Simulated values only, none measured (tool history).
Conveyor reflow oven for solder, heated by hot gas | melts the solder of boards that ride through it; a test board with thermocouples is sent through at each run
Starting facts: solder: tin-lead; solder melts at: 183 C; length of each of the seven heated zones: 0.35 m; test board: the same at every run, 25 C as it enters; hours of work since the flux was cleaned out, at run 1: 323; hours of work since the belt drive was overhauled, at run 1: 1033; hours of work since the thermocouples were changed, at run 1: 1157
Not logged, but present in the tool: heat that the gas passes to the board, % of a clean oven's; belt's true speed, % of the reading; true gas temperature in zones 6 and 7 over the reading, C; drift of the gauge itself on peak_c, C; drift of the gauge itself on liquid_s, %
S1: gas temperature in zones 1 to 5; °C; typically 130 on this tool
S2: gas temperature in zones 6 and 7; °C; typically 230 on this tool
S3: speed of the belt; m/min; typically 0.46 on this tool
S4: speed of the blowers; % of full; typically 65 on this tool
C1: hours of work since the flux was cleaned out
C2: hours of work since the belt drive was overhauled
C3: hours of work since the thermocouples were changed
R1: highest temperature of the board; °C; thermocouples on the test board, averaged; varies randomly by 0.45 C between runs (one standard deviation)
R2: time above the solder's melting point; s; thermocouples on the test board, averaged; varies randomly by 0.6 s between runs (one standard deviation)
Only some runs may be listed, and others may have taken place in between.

run 1 hour=0 | S1=130 S2=230 S3=0.46 S4=65 | C1=323 C2=1033 C3=1157 | R1=208.5 R2=55.3
-- hour=7.4 flux residue cleaned out of gas plates and filters
run 2 hour=44.7 | S1=137 S2=230 S3=0.46 S4=65 | C1=26 C2=1061 C3=1185 | R1=209.9 R2=59.3
run 3 hour=64.5 | S1=137 S2=230 S3=0.46 S4=65 | C1=40 C2=1075 C3=1199 | R1=210.3 R2=60.4
run 4 hour=93.6 | S1=137 S2=230 S3=0.46 S4=65 | C1=61 C2=1096 C3=1219 | R1=209.9 R2=60.2
run 5 hour=117.8 | S1=137 S2=230 S3=0.46 S4=65 | C1=78 C2=1113 C3=1236 | R1=209.7 R2=59.9
run 6 hour=157.8 | S1=137 S2=230 S3=0.46 S4=65 | C1=106 C2=1141 C3=1264 | R1=209.9 R2=59.7
-- hour=183.2 thermocouples of zones 6 and 7 changed
run 7 hour=196.8 | S1=137 S2=230 S3=0.46 S4=65 | C1=132 C2=1167 C3=10 | R1=210.5 R2=60.2
run 8 hour=214.3 | S1=137 S2=230 S3=0.46 S4=65 | C1=144 C2=1179 C3=22 | R1=210.1 R2=58.9
run 9 hour=251.7 | S1=137 S2=230 S3=0.46 S4=65 | C1=171 C2=1206 C3=48 | R1=210.6 R2=59.8
run 10 hour=281.6 | S1=137 S2=230 S3=0.46 S4=65 | C1=192 C2=1227 C3=69 | R1=210.6 R2=59.7
run 11 hour=311.6 | S1=130 S2=230 S3=0.46 S4=65 | C1=213 C2=1248 C3=90 | R1=208.2 R2=54.8
run 12 hour=341.1 | S1=123 S2=230 S3=0.46 S4=65 | C1=234 C2=1269 C3=111 | R1=207.2 R2=51.4
run 13 hour=369.6 | S1=130 S2=230 S3=0.46 S4=57 | C1=254 C2=1289 C3=131 | R1=207.5 R2=51.7
run 14 hour=410.7 | S1=130 S2=230 S3=0.46 S4=65 | C1=283 C2=1318 C3=160 | R1=207.8 R2=54.6
run 15 hour=448 | S1=130 S2=230 S3=0.46 S4=65 | C1=309 C2=1344 C3=187 | R1=208.8 R2=55.2
-- hour=473.8 flux residue cleaned out of gas plates and filters
run 16 hour=486.2 | S1=130 S2=230 S3=0.46 S4=65 | C1=9 C2=1367 C3=210 | R1=208 R2=56
run 17 hour=520.9 | S1=138 S2=230 S3=0.46 S4=65 | C1=33 C2=1392 C3=234 | R1=210.1 R2=61.2
-- hour=532 belt drive overhauled, speed set with a stopwatch
run 18 hour=553.7 | S1=138 S2=230 S3=0.46 S4=65 | C1=53 C2=15 C3=255 | R1=210.5 R2=60.9
run 19 hour=574.8 | S1=126 S2=230 S3=0.459 S4=65 | C1=68 C2=30 C3=270 | R1=207.5 R2=52.4
run 20 hour=612.4 | S1=141 S2=227 S3=0.412 S4=79 | C1=95 C2=57 C3=296 | R1=214.1 R2=75.6
run 21 hour=650 | S1=135 S2=237 S3=0.49 S4=65 | C1=121 C2=83 C3=323 | R1=213.8 R2=57.6
run 22 hour=672.2 | S1=130 S2=230 S3=0.397 S4=61 | C1=137 C2=99 C3=338 | R1=212.9 R2=70.2
run 23 hour=713.4 | S1=130 S2=230 S3=0.417 S4=65 | C1=166 C2=128 C3=367 | R1=212.7 R2=66.5
run 24 hour=754.1 | S1=130 S2=230 S3=0.417 S4=65 | C1=195 C2=156 C3=396 | R1=212.4 R2=66
run 25 hour=778.4 | S1=130 S2=230 S3=0.417 S4=65 | C1=212 C2=174 C3=413 | R1=213.1 R2=66.2
run 26 hour=813.8 | S1=130 S2=230 S3=0.417 S4=65 | C1=237 C2=199 C3=438 | R1=212.3 R2=65.8
run 27 hour=852.2 | S1=130 S2=242 S3=0.417 S4=65 | C1=264 C2=226 C3=465 | R1=223.3 R2=76.6
run 28 hour=874.1 | S1=130 S2=242 S3=0.417 S4=65 | C1=279 C2=241 C3=480 | R1=222.4 R2=76.9
run 29 hour=906.8 | S1=118 S2=222 S3=0.431 S4=65 | C1=302 C2=264 C3=504 | R1=201.9 R2=45
-- hour=942.5 flux residue cleaned out of gas plates and filters
run 30 hour=947.3 | S1=139 S2=230 S3=0.426 S4=65 | C1=3 C2=289 C3=529 | R1=213.2 R2=70.5
run 31 hour=985.4 | S1=140 S2=242 S3=0.481 S4=54 | C1=30 C2=316 C3=555 | R1=216.4 R2=64.6

Predict each of these 3 candidate next runs independently; none follows another, all start after run 31:
run A hour=1012.2 | S1=130 S2=230 S3=0.499 S4=65 | C1=49 C2=335 C3=574 | R1=? R2=?
run B hour=1012.2 | S1=122 S2=242 S3=0.481 S4=54 | C1=49 C2=335 C3=574 | R1=? R2=?
run C hour=1012.2 | S1=136 S2=242 S3=0.476 S4=54 | C1=49 C2=335 C3=574 | R1=? R2=?

run=A R1=206.2 R2=45
run=B R1=212.3 R2=52.1
run=C R1=215.9 R2=62.5
What these runs would have given with no unlogged condition in the tool:
run=A R1=206.3 R2=45.1
run=B R1=212.4 R2=52.2
run=C R1=216 R2=62.6
